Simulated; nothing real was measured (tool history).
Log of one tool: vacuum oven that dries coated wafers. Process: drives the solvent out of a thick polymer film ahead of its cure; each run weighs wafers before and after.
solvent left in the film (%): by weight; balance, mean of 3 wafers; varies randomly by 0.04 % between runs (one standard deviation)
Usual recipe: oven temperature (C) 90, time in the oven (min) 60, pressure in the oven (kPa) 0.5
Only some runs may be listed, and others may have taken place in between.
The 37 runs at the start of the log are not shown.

run	hour	oven temperature (C)	time in the oven (min)	pressure in the oven (kPa)	hours of work since the thermocouples were calibrated	hours of work since the vacuum gauge was cleaned of residue	solvent left in the film (%)
38	1092.2	88	39	1.861	291	951	7.95
39	1128.3	83	67	1.555	319	979	5.99
40	1151.6	83	63	0.286	337	998	6.07
41	1186.7	83	63	0.286	364	1025	6.03
42	1222.7	83	46	0.286	392	1053	8.24
43	1261.5	83	46	0.286	423	1083	8.08
44	1294.1	92	62	0.473	448	1109	3.25
45	1310.2	78	48	0.536	461	1121	9.75
46	1327.1	78	48	0.536	474	1134	9.67

Alternative continuations, all from the tool just after run 46; predict every row:
A	1343.6	90	91	0.514	487	1147	?
B	1343.6	91	48	0.536	487	1147	?
C	1343.6	92	56	1.558	487	1147	?
D	1343.6	90	38	0.491	487	1147	?
E	1343.6	94	86	0.293	487	1147	?

run	solvent left in the film (%)
A	1.94
B	5.08
C	4.14
D	7.11
E	1.3
Without the tool's hidden state the same runs would have given:
run	solvent left in the film (%)
A	1.97
B	5.23
C	4.26
D	7.28
E	1.3
